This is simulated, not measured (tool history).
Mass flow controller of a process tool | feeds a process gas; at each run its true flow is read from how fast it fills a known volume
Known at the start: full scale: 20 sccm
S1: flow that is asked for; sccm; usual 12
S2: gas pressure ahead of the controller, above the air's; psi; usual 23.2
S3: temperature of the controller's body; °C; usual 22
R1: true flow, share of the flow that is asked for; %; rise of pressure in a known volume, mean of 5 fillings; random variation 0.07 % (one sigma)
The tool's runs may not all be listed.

| run | hour | S1 | S2 | S3 | R1 |
|---|---|---|---|---|---|
| 1 | 0 | 12 | 23.2 | 22 | 96.1 |
| 2 | 164.2 | 12 | 23.2 | 21 | 95.92 |
| 3 | 266.2 | 12 | 23.2 | 32 | 96.29 |
| 4 | 390.4 | 2 | 23.2 | 32 | 91.67 |
| 5 | 468.6 | 2 | 23.2 | 32 | 91.67 |
| 6 | 559 | 2 | 23.2 | 32 | 91.51 |
| 7 | 650.3 | 12 | 23.2 | 29 | 96.22 |
|  | 664.2 | controller exchanged for a calibrated one |
| 8 | 794.5 | 12 | 23.2 | 22 | 98.79 |
| 9 | 952.1 | 12 | 23.2 | 22 | 98.72 |
| 10 | 1027.8 | 12 | 28.1 | 22 | 98.44 |
| 11 | 1153.2 | 12 | 28.1 | 22 | 98.5 |
| 12 | 1267.8 | 12 | 28.1 | 22 | 98.26 |
| 13 | 1432.1 | 12 | 28.1 | 22 | 98.26 |
| 14 | 1559.7 | 12 | 28.1 | 22 | 98.32 |
| 15 | 1630.3 | 12 | 23.2 | 39 | 99.03 |
| 16 | 1733.3 | 12 | 23.2 | 39 | 99.2 |
| 17 | 1823.2 | 12 | 23.2 | 39 | 99.03 |
| 18 | 1971.3 | 12 | 21.3 | 27 | 98.52 |
| 19 | 2052.5 | 9 | 22.5 | 23 | 97.8 |
|  | 2060.4 | controller's zero set anew |
| 20 | 2191.1 | 12 | 24.7 | 30 | 98.5 |
| 21 | 2277.6 | 13 | 24.7 | 32 | 98.83 |
|  | 2388.7 | controller's zero set anew, once more |
| 22 | 2440.4 | 13 | 25.7 | 32 | 98.85 |
| 23 | 2527.8 | 13 | 38 | 32 | 98.31 |
| 24 | 2654.8 | 13 | 38 | 32 | 98.46 |
| 25 | 2820.7 | 7 | 23.8 | 29 | 97.6 |
| 26 | 2929.3 | 7 | 23.8 | 29 | 97.65 |
| 27 | 3018.2 | 7 | 23.8 | 29 | 97.68 |
| 28 | 3100.1 | 7 | 23.8 | 29 | 97.5 |
| 29 | 3191.1 | 8 | 23.2 | 22 | 97.43 |

The same runs without the tool's hidden state, with the same run-to-run variation:
The hidden state here: flow at rest that the sensor doesn't see, % of full scale; true flow over the shown one, %; drift of the gauge itself on true_pct, %.
| run | R1 |
|---|---|
| 1 | 98.74 |
| 2 | 98.61 |
| 3 | 99.01 |
| 4 | 97.5 |
| 5 | 97.54 |
| 6 | 97.43 |
| 7 | 99.05 |
| 8 | 98.85 |
| 9 | 98.83 |
| 10 | 98.57 |
| 11 | 98.65 |
| 12 | 98.45 |
| 13 | 98.5 |
| 14 | 98.59 |
| 15 | 99.32 |
| 16 | 99.52 |
| 17 | 99.38 |
| 18 | 98.91 |
| 19 | 98.24 |
| 20 | 99.01 |
| 21 | 99.35 |
| 22 | 99.26 |
| 23 | 98.74 |
| 24 | 98.93 |
| 25 | 98.14 |
| 26 | 98.22 |
| 27 | 98.28 |
| 28 | 98.12 |
| 29 | 98.07 |
